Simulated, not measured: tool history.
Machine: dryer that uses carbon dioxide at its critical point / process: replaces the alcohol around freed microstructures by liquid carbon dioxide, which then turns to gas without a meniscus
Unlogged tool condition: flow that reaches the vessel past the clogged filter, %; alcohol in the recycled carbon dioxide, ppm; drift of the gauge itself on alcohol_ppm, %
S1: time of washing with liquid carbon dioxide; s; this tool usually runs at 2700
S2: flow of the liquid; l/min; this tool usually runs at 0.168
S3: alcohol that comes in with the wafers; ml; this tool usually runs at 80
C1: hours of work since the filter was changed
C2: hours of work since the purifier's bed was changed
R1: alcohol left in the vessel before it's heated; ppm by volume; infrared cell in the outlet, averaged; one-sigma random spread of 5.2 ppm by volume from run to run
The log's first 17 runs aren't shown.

run   hour    S1     S2   S3   C1   C2    R1
 18  241.7  3840  0.223   21  200  156    44
 19  256.6  2940  0.188   21  209  165    53
 20  271.4  1980  0.189   79  218  173   504
 21  283.4  3660  0.168   69  225  180    70
 22  296.3  3660  0.168   69  232  188    63
 23  313.2  3660  0.168   69  242  198    62
 24  326.6  3660  0.168   69  250  206    75
 25  336.3  1740  0.168   66  256  212  1260
 26  349.3  3600  0.137   80  264  219   150
 27  360.3  2880  0.152  111  270  226   333

For run 28, what comes out?
 28  374.7  2700  0.109  80  279  234   ?

Run 28 came out at R1 1371 ppm by volume.
Were there no unlogged condition in the tool, this run, its random variation unchanged, would have produced R1 900 ppm by volume.
